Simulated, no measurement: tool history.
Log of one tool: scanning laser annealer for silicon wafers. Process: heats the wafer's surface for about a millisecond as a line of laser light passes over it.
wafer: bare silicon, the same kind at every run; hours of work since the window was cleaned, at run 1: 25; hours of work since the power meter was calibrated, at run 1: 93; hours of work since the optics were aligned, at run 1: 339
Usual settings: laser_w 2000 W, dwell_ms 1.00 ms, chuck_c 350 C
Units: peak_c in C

run  hour  laser_w  dwell_ms  chuck_c  hours of work since the window was cleaned  hours of work since the power meter was calibrated  hours of work since the optics were aligned  peak_c
  1   0.0     2000      1.00      350                                          25                                                  93                                          339    1074
  2  11.6     2000      1.00      350                                          29                                                  98                                          344    1075
  3  25.6     2000      0.93      350                                          35                                                 104                                          349    1048
  4  32.7     2000      0.93      350                                          38                                                 106                                          352    1047
  5  44.7     2000      0.93      350                                          43                                                 111                                          357    1045
  6  55.7     2000      0.93      350                                          47                                                 116                                          361    1046
  7  65.3     2000      0.93      350                                          51                                                 120                                          365    1047
  8  76.8     1729      0.73      352                                          56                                                 124                                          370     869
  9  85.0     1729      0.73      352                                          59                                                 127                                          373     868

The next listed run, before its measurement:
 10  96.8     2187      1.00      363                                          64                                                 132                                          378       ?

{"run 10": {"peak_c": 1165}}
Without the tool's hidden state the same run would have given peak_c 1173 C.

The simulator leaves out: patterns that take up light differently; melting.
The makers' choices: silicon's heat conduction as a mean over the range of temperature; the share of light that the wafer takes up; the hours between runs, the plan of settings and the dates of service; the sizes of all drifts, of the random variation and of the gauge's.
